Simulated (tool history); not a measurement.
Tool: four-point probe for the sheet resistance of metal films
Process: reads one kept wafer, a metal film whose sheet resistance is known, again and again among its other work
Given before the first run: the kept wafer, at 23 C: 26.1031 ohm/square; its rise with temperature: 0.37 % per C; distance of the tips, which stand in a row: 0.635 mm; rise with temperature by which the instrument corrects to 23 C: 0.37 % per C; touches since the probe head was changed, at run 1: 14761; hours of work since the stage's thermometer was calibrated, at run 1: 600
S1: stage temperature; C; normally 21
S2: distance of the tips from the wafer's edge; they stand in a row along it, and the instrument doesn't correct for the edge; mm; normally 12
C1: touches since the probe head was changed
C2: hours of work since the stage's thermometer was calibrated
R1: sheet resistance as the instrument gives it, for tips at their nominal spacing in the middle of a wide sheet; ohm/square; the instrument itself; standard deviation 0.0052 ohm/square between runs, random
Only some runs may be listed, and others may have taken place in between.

Run 1, day 0: usual settings; C1 14761; C2 600. Result: R1 26.169953 ohm/square.
Run 2, day 0.9: usual settings; C1 16092; C2 617. Result: R1 26.164 ohm/square.
Run 3, day 2.567: usual settings; C1 18561; C2 648. Result: R1 26.146989 ohm/square.
Run 4, day 4.446: usual settings but S1 26 C; C1 21349; C2 682. Result: R1 26.139246 ohm/square.
Run 5, day 5.875: usual settings but S1 24 C; C1 23463; C2 708. Result: R1 26.133075 ohm/square.
At day 6.05: stage's thermometer calibrated.
Run 6, day 7.3: usual settings but S1 24 C; C1 25543; C2 23. Result: R1 26.133571 ohm/square.
Run 7, day 8.554: usual settings but S1 22 C, S2 64 mm; C1 27400; C2 46. Result: R1 26.083331 ohm/square.
Run 8, day 9.979: usual settings but S1 22 C, S2 11 mm; C1 29513; C2 72. Result: R1 26.12622 ohm/square.
Run 9, day 11.179: usual settings but S1 30 C, S2 14 mm; C1 31288; C2 94. Result: R1 26.088184 ohm/square.
At day 11.596: stage's thermometer calibrated, once more.
Run 10, day 13.062: usual settings but S1 30 C, S2 14 mm; C1 34050; C2 27. Result: R1 26.049981 ohm/square.

Each row is a separate what-if for the run after 10, all from the same tool condition, not one after another. Results?
Run A, day 14.938: usual settings but S1 19 C, S2 9 mm; C1 36825; C2 61. Result: R1 ?.
Run B, day 14.938: usual settings but S1 26 C, S2 14 mm; C1 36825; C2 61. Result: R1 ?.
Run C, day 14.938: usual settings but S1 20 C, S2 57 mm; C1 36825; C2 61. Result: R1 ?.

run         R1
  A  26.085484
  B  26.038624
  C  26.019034
The same runs, with their run-to-run variation unchanged, on a tool lacking any hidden condition would have given:
run         R1
  A   26.17219
  B  26.124948
  C  26.105499
